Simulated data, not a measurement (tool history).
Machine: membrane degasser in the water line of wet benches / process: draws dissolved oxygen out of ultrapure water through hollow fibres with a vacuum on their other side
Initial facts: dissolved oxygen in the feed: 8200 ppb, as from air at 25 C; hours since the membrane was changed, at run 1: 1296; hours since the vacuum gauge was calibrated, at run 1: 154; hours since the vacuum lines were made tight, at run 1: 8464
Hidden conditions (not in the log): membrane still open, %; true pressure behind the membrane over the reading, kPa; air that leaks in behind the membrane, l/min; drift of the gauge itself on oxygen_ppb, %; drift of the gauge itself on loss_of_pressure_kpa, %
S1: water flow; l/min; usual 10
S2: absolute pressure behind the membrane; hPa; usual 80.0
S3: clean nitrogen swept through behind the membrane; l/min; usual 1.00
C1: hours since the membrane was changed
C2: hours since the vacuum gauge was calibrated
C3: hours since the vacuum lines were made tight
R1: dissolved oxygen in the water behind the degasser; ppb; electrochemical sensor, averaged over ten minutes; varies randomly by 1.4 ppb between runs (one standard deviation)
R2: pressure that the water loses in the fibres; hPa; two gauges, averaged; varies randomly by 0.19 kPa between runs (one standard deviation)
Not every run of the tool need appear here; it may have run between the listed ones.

Run 1, hour 0.0: usual settings; C1 1296; C2 154; C3 8464. Result: R1 139.4 ppb, R2 386.9 hPa.
Run 2, hour 83.8: usual settings but S2 175.0 hPa; C1 1380; C2 238; C3 8548. Result: R1 358.5 ppb, R2 386.4 hPa.
Run 3, hour 135.4: usual settings but S2 66.6 hPa; C1 1431; C2 289; C3 8600. Result: R1 111.0 ppb, R2 384.5 hPa.
Run 4, hour 176.2: usual settings; C1 1472; C2 330; C3 8640. Result: R1 142.0 ppb, R2 387.8 hPa.
Run 5, hour 262.0: usual settings; C1 1558; C2 416; C3 8726. Result: R1 140.1 ppb, R2 384.9 hPa.
Run 6, hour 331.5: usual settings but S1 14 l/min; C1 1627; C2 485; C3 8796. Result: R1 240.5 ppb, R2 544.1 hPa.
At hour 338.1: vacuum gauge calibrated.
Run 7, hour 386.2: usual settings but S1 15 l/min; C1 1682; C2 48; C3 8850. Result: R1 266.9 ppb, R2 579.6 hPa.
Run 8, hour 452.5: usual settings but S1 7 l/min, S3 2.69 l/min; C1 1748; C2 114; C3 8916. Result: R1 38.5 ppb, R2 271.1 hPa.
Run 9, hour 521.8: usual settings but S1 7 l/min, S3 2.69 l/min; C1 1817; C2 184; C3 8986. Result: R1 38.2 ppb, R2 274.4 hPa.
Run 10, hour 587.4: usual settings but S1 9 l/min, S2 63.5 hPa, S3 1.83 l/min; C1 1883; C2 249; C3 9051. Result: R1 55.1 ppb, R2 346.5 hPa.
Run 11, hour 640.5: usual settings but S1 14 l/min, S2 63.5 hPa, S3 1.40 l/min; C1 1936; C2 302; C3 9104. Result: R1 158.4 ppb, R2 544.8 hPa.
Run 12, hour 680.0: usual settings but S1 6 l/min, S2 131.1 hPa; C1 1975; C2 342; C3 9144. Result: R1 152.5 ppb, R2 234.8 hPa.
Run 13, hour 728.5: usual settings but S1 6 l/min, S2 131.1 hPa; C1 2024; C2 390; C3 9192. Result: R1 154.0 ppb, R2 234.9 hPa.
At hour 776.8: vacuum gauge calibrated, once more.
Run 14, hour 815.6: usual settings but S1 15 l/min, S2 82.1 hPa, S3 0.72 l/min; C1 2111; C2 39; C3 9279. Result: R1 330.8 ppb, R2 580.2 hPa.

Predict each of these 4 candidate next runs independently; none follows another, all start after run 14:
Run A, hour 865.5: usual settings but S2 145.8 hPa; C1 2160; C2 89; C3 9329. Result: R1 ?, R2 ?.
Run B, hour 865.5: usual settings but S1 7 l/min, S3 0.48 l/min; C1 2160; C2 89; C3 9329. Result: R1 ?, R2 ?.
Run C, hour 865.5: usual settings but S2 49.0 hPa; C1 2160; C2 89; C3 9329. Result: R1 ?, R2 ?.
Run D, hour 865.5: usual settings but S1 15 l/min, S2 131.9 hPa, S3 0.72 l/min; C1 2160; C2 89; C3 9329. Result: R1 ?, R2 ?.

run     R1     R2
  A  295.0  386.4
  B  169.2  271.8
  C   66.9  388.9
  D  536.9  580.4
With no hidden state in the tool, these same runs would have given:
run     R1     R2
  A  287.0  382.3
  B  164.4  268.8
  C   64.5  384.7
  D  528.0  574.2
